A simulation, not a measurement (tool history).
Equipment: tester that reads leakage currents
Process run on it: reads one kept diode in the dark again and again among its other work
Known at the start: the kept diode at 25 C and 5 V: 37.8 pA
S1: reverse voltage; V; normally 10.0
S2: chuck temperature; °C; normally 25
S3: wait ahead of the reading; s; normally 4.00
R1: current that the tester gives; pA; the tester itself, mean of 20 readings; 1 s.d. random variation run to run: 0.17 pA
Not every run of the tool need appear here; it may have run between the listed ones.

| run | hour | S1 | S2 | S3 | R1 |
|---|---|---|---|---|---|
| 1 | 0.0 | 10.0 | 25 | 4.00 | 65.59 |
| 2 | 63.1 | 10.0 | 25 | 4.00 | 65.76 |
| 3 | 92.3 | 10.0 | 25 | 4.00 | 65.82 |
| 4 | 145.3 | 10.0 | 25 | 4.00 | 66.16 |
| 5 | 208.5 | 10.0 | 25 | 4.00 | 66.63 |
| 6 | 255.3 | 10.0 | 23 | 4.00 | 55.73 |
| 7 | 289.5 | 4.8 | 23 | 4.00 | 37.07 |
| 8 | 322.8 | 4.8 | 23 | 4.00 | 36.92 |
| 9 | 372.5 | 10.0 | 25 | 5.22 | 66.80 |
| 10 | 422.8 | 10.0 | 60 | 4.00 | 1222.95 |
| 11 | 464.1 | 10.0 | 60 | 4.00 | 1220.84 |
| 12 | 525.7 | 10.0 | 60 | 4.00 | 1226.29 |
|  | 573.9 | chuck's temperature calibrated |
| 13 | 573.9 | 10.0 | 37 | 6.38 | 166.59 |
| 14 | 610.8 | 1.2 | 20 | 4.00 | 11.17 |
| 15 | 668.7 | 1.2 | 20 | 4.00 | 11.17 |
| 16 | 715.6 | 1.4 | 50 | 4.00 | 170.51 |
| 17 | 743.9 | 10.5 | 50 | 5.23 | 510.01 |
| 18 | 779.7 | 1.0 | 33 | 4.00 | 33.70 |
| 19 | 834.4 | 10.0 | 31 | 0.32 | 100.88 |
| 20 | 870.6 | 3.8 | 60 | 2.94 | 645.61 |
| 21 | 926.6 | 2.0 | 60 | 0.37 | 454.07 |
| 22 | 990.7 | 1.3 | 45 | 7.31 | 110.41 |
| 23 | 1047.6 | 15.1 | 52 | 7.31 | 733.70 |
| 24 | 1076.2 | 3.6 | 25 | 4.00 | 33.45 |

Consider 3 possible next runs. They are alternatives, not a sequence: every one starts from the tool as it was left by run 24. What does each give?
| A | 1127.6 | 10.6 | 56 | 4.50 | ? |
| B | 1127.6 | 4.5 | 30 | 5.72 | ? |
| C | 1127.6 | 10.3 | 32 | 4.00 | ? |

| run | R1 |
|---|---|
| A | 829.12 |
| B | 59.62 |
| C | 112.75 |
With no hidden state in the tool, these same runs would have given:
| run | R1 |
|---|---|
| A | 803.06 |
| B | 56.82 |
| C | 107.17 |

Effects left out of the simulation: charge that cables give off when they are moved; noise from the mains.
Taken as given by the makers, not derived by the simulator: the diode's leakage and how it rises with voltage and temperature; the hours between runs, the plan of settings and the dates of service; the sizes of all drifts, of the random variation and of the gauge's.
